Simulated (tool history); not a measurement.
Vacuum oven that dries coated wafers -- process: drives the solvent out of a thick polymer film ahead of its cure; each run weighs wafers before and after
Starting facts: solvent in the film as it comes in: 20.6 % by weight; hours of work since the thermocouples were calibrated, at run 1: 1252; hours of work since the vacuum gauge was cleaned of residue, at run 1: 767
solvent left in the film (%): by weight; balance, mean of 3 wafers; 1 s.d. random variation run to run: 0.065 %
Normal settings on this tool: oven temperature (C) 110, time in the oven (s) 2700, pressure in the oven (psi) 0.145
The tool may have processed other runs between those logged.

run    hour  oven temperature (C)  time in the oven (s)  pressure in the oven (psi)  hours of work since the thermocouples were calibrated  hours of work since the vacuum gauge was cleaned of residue  solvent left in the film (%)
  1     0.0                   110                  2700                       0.145                                                   1252                                                          767                          3.42
  2    41.0                   110                  2700                       0.145                                                   1280                                                          795                          3.49
  3    90.7                   110                  2700                       0.145                                                   1314                                                          829                          3.50
  4   175.3                   110                  2700                       0.145                                                   1372                                                          887                          3.33
  5   233.0                   110                  2700                       0.145                                                   1411                                                          926                          3.36
  6   318.4                   110                  2700                       0.145                                                   1470                                                          985                          3.30
  7   365.3                   124                  2700                       0.145                                                   1502                                                         1017                          0.94
  8   428.0                   110                  2700                       0.145                                                   1544                                                         1059                          3.24
  9   511.5                   110                  2700                       0.145                                                   1601                                                         1116                          3.20
 10   576.7                   110                  2700                       0.145                                                   1646                                                         1161                          3.31
 11   648.3                   110                  2700                       0.145                                                   1694                                                         1209                          3.13
 12   726.4                   103                  4440                       0.229                                                   1748                                                         1263                          3.21
      758.0  -- oven's thermocouples calibrated
 13   812.8                   109                  3840                       0.158                                                     37                                                         1320                          3.12
 14   877.8                   122                  4440                       0.292                                                     82                                                         1365                          1.34
 15   941.0                   110                  2640                       0.302                                                    125                                                         1408                          5.20
 16   989.4                   102                  2700                       0.167                                                    158                                                         1441                          7.26
      997.0  -- vacuum gauge cleaned of residue and calibrated
 17  1049.7                   112                  4380                       0.167                                                    198                                                           36                          2.16
 18  1112.7                   112                  4380                       0.167                                                    241                                                           79                          2.09
     1167.4  -- vacuum gauge cleaned of residue and calibrated, once more
 19  1185.1                   110                  3420                       0.145                                                    289                                                           12                          3.14
 20  1221.5                   110                  3420                       0.145                                                    314                                                           37                          3.07
 21  1278.3                   111                  3420                       0.277                                                    353                                                           76                          3.40
 22  1349.8                   122                  4800                       0.537                                                    402                                                          124                          1.93

The logged runs with the hidden state left out (each run's random variation unchanged):
Hidden conditions of the tool in this case: true wafer temperature over the reading, C; true pressure over the reading, kPa; drift of the gauge itself on solvent_pct, %.
run  solvent left in the film (%)
  1                          4.11
  2                          4.19
  3                          4.24
  4                          4.07
  5                          4.13
  6                          4.09
  7                          1.19
  8                          4.06
  9                          4.04
 10                          4.18
 11                          4.02
 12                          4.07
 13                          2.72
 14                          1.12
 15                          4.83
 16                          6.85
 17                          1.80
 18                          1.74
 19                          3.09
 20                          3.03
 21                          3.38
 22                          1.92
